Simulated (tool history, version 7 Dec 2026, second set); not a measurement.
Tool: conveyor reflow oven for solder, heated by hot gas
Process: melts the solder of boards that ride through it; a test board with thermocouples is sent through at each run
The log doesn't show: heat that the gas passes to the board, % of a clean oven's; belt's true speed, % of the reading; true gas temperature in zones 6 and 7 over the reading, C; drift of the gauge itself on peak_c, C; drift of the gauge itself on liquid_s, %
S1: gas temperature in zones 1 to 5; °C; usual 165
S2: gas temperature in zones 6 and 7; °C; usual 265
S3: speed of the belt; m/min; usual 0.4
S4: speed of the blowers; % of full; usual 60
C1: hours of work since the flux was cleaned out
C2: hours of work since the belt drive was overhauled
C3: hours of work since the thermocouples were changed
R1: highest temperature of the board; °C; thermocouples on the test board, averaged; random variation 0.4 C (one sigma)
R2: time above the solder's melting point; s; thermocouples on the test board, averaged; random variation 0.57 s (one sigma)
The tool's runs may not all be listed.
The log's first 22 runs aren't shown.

run    hour   S1   S2     S3  S4   C1    C2    C3     R1    R2
 23  1101.3  150  258    0.4  60  283   938   857  237.5  42.1
 24  1158.9  150  258    0.4  60  307   962   881  237.6  42.8
 25  1219.1  150  258    0.4  60  332   987   906    237  40.7
 26  1251.9  150  258    0.4  60  346  1001   920  236.8    42
 27  1293.2  165  265  0.357  60  363  1018   937  249.9  71.3
 28  1365.7  167  256  0.396  60  393  1049   967  238.9  50.8
 29  1422.1  167  256  0.396  60  417  1072   991  238.8  50.8
 30  1471.9  167  256  0.396  60  438  1093  1012  238.3  50.9
 31    1532  175  264    0.4  60  463  1118  1037  246.1  63.2

3 ways to go on from here, each from the tool as it stands after run 31. What would each give?
  A  1572.4  175  264  0.477  58  480  1135  1054   ?   ?
  B  1572.4  165  275  0.361  52  480  1135  1054   ?   ?
  C  1572.4  159  264    0.4  60  480  1135  1054   ?   ?

run     R1    R2
  A  239.4    42
  B    256  75.3
  C  242.8  51.4
Without the tool's hidden state the same runs would have given:
run     R1    R2
  A  241.6  44.5
  B  257.2  75.2
  C  244.7  53.3

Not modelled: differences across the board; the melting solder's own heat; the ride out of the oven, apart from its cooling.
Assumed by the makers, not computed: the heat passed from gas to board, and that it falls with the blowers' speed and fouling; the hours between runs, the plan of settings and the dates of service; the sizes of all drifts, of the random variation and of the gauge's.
